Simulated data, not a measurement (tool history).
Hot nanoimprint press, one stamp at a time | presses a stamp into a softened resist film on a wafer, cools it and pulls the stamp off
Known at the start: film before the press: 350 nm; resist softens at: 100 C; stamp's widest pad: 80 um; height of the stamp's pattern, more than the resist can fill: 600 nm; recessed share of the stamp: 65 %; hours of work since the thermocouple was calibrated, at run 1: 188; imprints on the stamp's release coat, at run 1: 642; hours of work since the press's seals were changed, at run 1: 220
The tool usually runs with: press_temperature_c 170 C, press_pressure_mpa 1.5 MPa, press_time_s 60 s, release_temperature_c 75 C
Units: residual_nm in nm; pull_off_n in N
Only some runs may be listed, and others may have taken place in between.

run	hour	press_temperature_c	press_pressure_mpa	press_time_s	release_temperature_c	hours of work since the thermocouple was calibrated	imprints on the stamp's release coat	hours of work since the press's seals were changed	residual_nm	pull_off_n
1	0	170	1.5	60	75	188	642	220	148.3	157
2	5.1	170	1.62	60	75	191	651	223	142.4	152
3	15.4	170	1.62	60	75	197	668	229	143.5	149
4	23.1	170	1.62	60	75	201	682	233	142.6	149
5	29	170	1.62	60	75	204	692	236	142.3	155
6	36.3	170	1.62	60	73	208	704	240	143.2	149
7	45.7	170	1.62	60	73	213	721	246	141.7	154
8	53.2	172	1.11	34	63	218	734	250	190.7	165
9	62.6	177	1.27	60	75	223	750	255	117.9	156
10	72.2	170	2.12	60	75	228	766	260	125.3	154
11	77	176	1.66	58	80	231	775	263	107.6	152
12	87.1	174	1.01	35	72	236	792	269	180.7	165
13	94.1	174	1.01	35	72	240	804	273	180.1	155
14	101.6	174	1.83	35	63	245	817	277	138.7	162

Consider 3 possible next runs. They are alternatives, not a sequence: every one starts from the tool as it was left by run 14. What does each give?
A	111.7	178	1.48	61	75	250	835	282	?	?
B	111.7	170	1.5	31	75	250	835	282	?	?
C	111.7	180	1.5	60	75	250	835	282	?	?

run	residual_nm	pull_off_n
A	102.9	149
B	187.6	152
C	93.8	156
Without the tool's unlogged condition, the same runs would have read:
run	residual_nm	pull_off_n
A	102.8	148
B	187.4	151
C	93.7	156

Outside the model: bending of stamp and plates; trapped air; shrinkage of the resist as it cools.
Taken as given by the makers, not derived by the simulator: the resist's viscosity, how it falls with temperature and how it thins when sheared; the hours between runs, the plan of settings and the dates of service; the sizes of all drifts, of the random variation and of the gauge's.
